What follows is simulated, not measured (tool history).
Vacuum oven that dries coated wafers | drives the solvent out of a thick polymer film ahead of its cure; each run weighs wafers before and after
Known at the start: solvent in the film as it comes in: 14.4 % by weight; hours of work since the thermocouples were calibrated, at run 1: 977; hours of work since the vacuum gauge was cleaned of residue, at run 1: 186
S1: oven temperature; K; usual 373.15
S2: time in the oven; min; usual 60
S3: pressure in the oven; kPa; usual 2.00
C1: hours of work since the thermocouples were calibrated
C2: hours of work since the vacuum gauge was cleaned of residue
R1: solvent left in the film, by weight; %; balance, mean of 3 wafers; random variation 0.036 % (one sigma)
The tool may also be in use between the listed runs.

run 1 hour=0.0 | S1=373.15 S2=60 S3=2.00 | C1=977 C2=186 | R1=1.22
run 2 hour=95.0 | S1=373.15 S2=60 S3=2.00 | C1=1034 C2=243 | R1=1.25
run 3 hour=145.5 | S1=373.15 S2=60 S3=2.33 | C1=1064 C2=273 | R1=1.36
-- hour=185.6 oven's thermocouples calibrated
run 4 hour=237.0 | S1=373.15 S2=60 S3=2.33 | C1=31 C2=327 | R1=1.29
run 5 hour=301.3 | S1=373.15 S2=60 S3=2.00 | C1=69 C2=365 | R1=1.16
-- hour=399.9 oven's thermocouples calibrated, once more
run 6 hour=414.8 | S1=373.15 S2=60 S3=2.00 | C1=9 C2=432 | R1=1.36
run 7 hour=461.9 | S1=373.15 S2=60 S3=2.00 | C1=37 C2=460 | R1=1.36
run 8 hour=510.9 | S1=373.15 S2=60 S3=2.00 | C1=66 C2=489 | R1=1.39
run 9 hour=569.8 | S1=373.15 S2=60 S3=2.15 | C1=102 C2=524 | R1=1.43
run 10 hour=624.4 | S1=360.15 S2=60 S3=2.00 | C1=134 C2=557 | R1=4.21
run 11 hour=722.0 | S1=360.15 S2=60 S3=2.00 | C1=192 C2=615 | R1=4.08
run 12 hour=767.3 | S1=360.15 S2=60 S3=2.00 | C1=220 C2=642 | R1=4.16
run 13 hour=869.0 | S1=360.15 S2=60 S3=2.00 | C1=280 C2=703 | R1=4.09
run 14 hour=913.9 | S1=360.15 S2=60 S3=2.00 | C1=307 C2=730 | R1=4.08
run 15 hour=968.9 | S1=360.15 S2=60 S3=2.00 | C1=340 C2=763 | R1=4.04
run 16 hour=1038.8 | S1=360.15 S2=60 S3=2.00 | C1=382 C2=804 | R1=4.03
run 17 hour=1120.6 | S1=360.15 S2=60 S3=2.00 | C1=431 C2=853 | R1=4.07
run 18 hour=1206.0 | S1=360.15 S2=60 S3=2.00 | C1=482 C2=904 | R1=3.94
run 19 hour=1268.7 | S1=360.15 S2=60 S3=2.00 | C1=519 C2=942 | R1=4.06
run 20 hour=1341.1 | S1=371.15 S2=60 S3=7.78 | C1=562 C2=985 | R1=3.65
run 21 hour=1418.3 | S1=371.15 S2=60 S3=7.78 | C1=609 C2=1031 | R1=3.58
run 22 hour=1487.3 | S1=360.15 S2=55 S3=1.18 | C1=650 C2=1072 | R1=3.95
run 23 hour=1575.6 | S1=364.15 S2=49 S3=3.51 | C1=703 C2=1125 | R1=4.21
run 24 hour=1633.0 | S1=367.15 S2=49 S3=3.51 | C1=737 C2=1160 | R1=3.43
run 25 hour=1700.5 | S1=367.15 S2=49 S3=3.51 | C1=777 C2=1200 | R1=3.35
run 26 hour=1772.9 | S1=375.15 S2=67 S3=3.98 | C1=820 C2=1243 | R1=1.61
run 27 hour=1866.6 | S1=378.15 S2=100 S3=4.20 | C1=876 C2=1299 | R1=1.31
run 28 hour=1920.4 | S1=378.15 S2=100 S3=4.20 | C1=909 C2=1331 | R1=1.40
run 29 hour=1997.7 | S1=362.15 S2=61 S3=1.05 | C1=955 C2=1377 | R1=2.88
run 30 hour=2085.1 | S1=387.15 S2=41 S3=6.10 | C1=1007 C2=1430 | R1=1.46
run 31 hour=2177.4 | S1=373.15 S2=95 S3=2.14 | C1=1062 C2=1485 | R1=0.97
-- hour=2222.9 oven's thermocouples calibrated
run 32 hour=2247.6 | S1=373.15 S2=95 S3=2.14 | C1=15 C2=1526 | R1=1.07
run 33 hour=2336.5 | S1=384.15 S2=47 S3=2.38 | C1=68 C2=1579 | R1=0.84

3 ways to go on from here, each from the tool as it stands after run 33. What would each give?
run A hour=2397.1 | S1=384.15 S2=47 S3=4.53 | C1=104 C2=1615 | R1=?
run B hour=2397.1 | S1=384.15 S2=31 S3=1.16 | C1=104 C2=1615 | R1=?
run C hour=2397.1 | S1=384.15 S2=47 S3=1.07 | C1=104 C2=1615 | R1=?

run=A R1=1.34
run=B R1=0.99
run=C R1=0.56
Without the tool's hidden state the same runs would have given:
run=A R1=1.24
run=B R1=0.92
run=C R1=0.45

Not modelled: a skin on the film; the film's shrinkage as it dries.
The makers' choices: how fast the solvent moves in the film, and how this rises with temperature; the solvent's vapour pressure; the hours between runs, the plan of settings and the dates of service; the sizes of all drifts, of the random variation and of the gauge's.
